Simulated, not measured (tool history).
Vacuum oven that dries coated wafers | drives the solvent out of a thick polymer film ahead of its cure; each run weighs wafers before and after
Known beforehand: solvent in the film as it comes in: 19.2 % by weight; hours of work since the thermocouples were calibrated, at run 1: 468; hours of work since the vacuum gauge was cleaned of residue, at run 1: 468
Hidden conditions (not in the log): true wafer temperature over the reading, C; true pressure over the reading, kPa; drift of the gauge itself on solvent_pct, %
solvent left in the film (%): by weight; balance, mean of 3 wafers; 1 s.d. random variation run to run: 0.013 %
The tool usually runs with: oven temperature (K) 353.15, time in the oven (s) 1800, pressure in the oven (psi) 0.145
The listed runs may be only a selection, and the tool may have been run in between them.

run     day  oven temperature (K)  time in the oven (s)  pressure in the oven (psi)  hours of work since the thermocouples were calibrated  hours of work since the vacuum gauge was cleaned of residue  solvent left in the film (%)
  1       0                353.15                  1800                       0.145                                                    468                                                          468                          2.38
  2   0.796                353.15                  1800                       0.145                                                    482                                                          482                          2.38
  3   2.267                353.15                  1800                       0.145                                                    507                                                          507                          2.36
  4   3.454                353.15                  1800                       0.145                                                    527                                                          527                          2.38
  5   4.758                353.15                  1800                       0.145                                                    550                                                          550                          2.37
  6   5.617                353.15                  1800                       0.145                                                    564                                                          564                          2.35
  7   6.833                353.15                  1800                       0.145                                                    585                                                          585                          2.37
  8   7.496                353.15                  1800                       0.493                                                    597                                                          597                          3.59
  9   8.471                353.15                  1800                       0.493                                                    613                                                          613                          3.57
 10   9.667                353.15                  1800                       0.145                                                    634                                                          634                          2.35
 11  11.225                361.15                  1800                       0.145                                                    661                                                          661                           1.2
 12  12.575                353.15                  1800                       0.209                                                    684                                                          684                          2.57
 13  14.033                353.15                  1620                       0.209                                                    709                                                          709                          2.96
 14  15.433                353.15                  1800                       0.145                                                    733                                                          733                          2.32
 15  16.812                353.15                  1800                       0.145                                                    756                                                          756                          2.34
 16  18.171                353.15                  1800                       0.145                                                    780                                                          780                          2.32
 17    19.5                353.15                  1800                       0.145                                                    802                                                          802                          2.35
 18  20.596                353.15                  1800                       0.145                                                    821                                                          821                          2.33
 19  21.271                353.15                  1800                       0.145                                                    833                                                          833                          2.32
 20  22.412                362.15                  1800                       0.145                                                    852                                                          852                          1.09
 21  23.733                362.15                  1800                       0.145                                                    875                                                          875                          1.08
 22  25.083                362.15                  1800                       0.145                                                    898                                                          898                           1.1
 23  26.262                357.15                  1800                       0.145                                                    918                                                          918                          1.67
 24  27.133                353.15                  1800                       0.409                                                    933                                                          933                          3.22
 25  27.867                349.15                  1800                       0.438                                                    946                                                          946                          4.24
 26  29.054                355.15                  1380                       0.107                                                    966                                                          966                          2.83
     29.204  -- vacuum gauge cleaned of residue and calibrated
 27  29.804                341.15                  1200                       0.107                                                    978                                                           10                          7.18
 28  31.325                341.15                  1200                       0.328                                                   1004                                                           36                          8.08
 29  32.692                341.15                  1200                       0.328                                                   1027                                                           60                          8.08
 30  33.708                363.15                  1140                       0.128                                                   1045                                                           77                          2.19
 31  35.062                360.15                  1440                       0.145                                                   1068                                                          100                          1.92
     35.942  -- vacuum gauge cleaned of residue and calibrated, once more
 32  36.017                360.15                  1440                       0.293                                                   1083                                                            1                           2.1
 33  37.408                360.15                  1800                       0.406                                                   1107                                                           25                          1.82
 34  38.346                360.15                  1020                       0.093                                                   1123                                                           41                          2.92
 35  39.604                360.15                  1020                       0.093                                                   1145                                                           63                          2.91
 36  41.183                360.15                  1020                       0.093                                                   1172                                                           90                          2.89
 37  42.367                360.15                  1020                       0.093                                                   1192                                                          110                          2.91
 38  43.117                356.15                  1080                       0.145                                                   1205                                                          123                          3.59

How would selected steps in solvent left in the film (%) from run to run divide? Give the signed amount a tool lacking its hidden state would still show from settings, what came in and random variation, and the signed amount left for the hidden state, including any gauge scatter that is not in both of the compared results.
Run 19 -> 20: oven temperature (K) 353.15 -> 362.15. solvent left in the film (%) -1.23: hidden state +0.13, all else -1.36.
Run 23 -> 24: oven temperature (K) 357.15 -> 353.15, pressure in the oven (psi) 0.145 -> 0.409. solvent left in the film (%) +1.55: hidden state -0.13, all else +1.68.
Run 26 -> 27: oven temperature (K) 355.15 -> 341.15, time in the oven (s) 1380 -> 1200, vacuum gauge cleaned of residue and calibrated. solvent left in the film (%) +4.35: hidden state +0.01, all else +4.34.
Run 29 -> 30: oven temperature (K) 341.15 -> 363.15, time in the oven (s) 1200 -> 1140, pressure in the oven (psi) 0.328 -> 0.128. solvent left in the film (%) -5.89: hidden state +0.13, all else -6.02.
Run 31 -> 32: pressure in the oven (psi) 0.145 -> 0.293, vacuum gauge cleaned of residue and calibrated, once more. solvent left in the film (%) +0.18: hidden state -0.28, all else +0.46.
Run 33 -> 34: time in the oven (s) 1800 -> 1020, pressure in the oven (psi) 0.406 -> 0.093. solvent left in the film (%) +1.1: hidden state -0.19, all else +1.29.
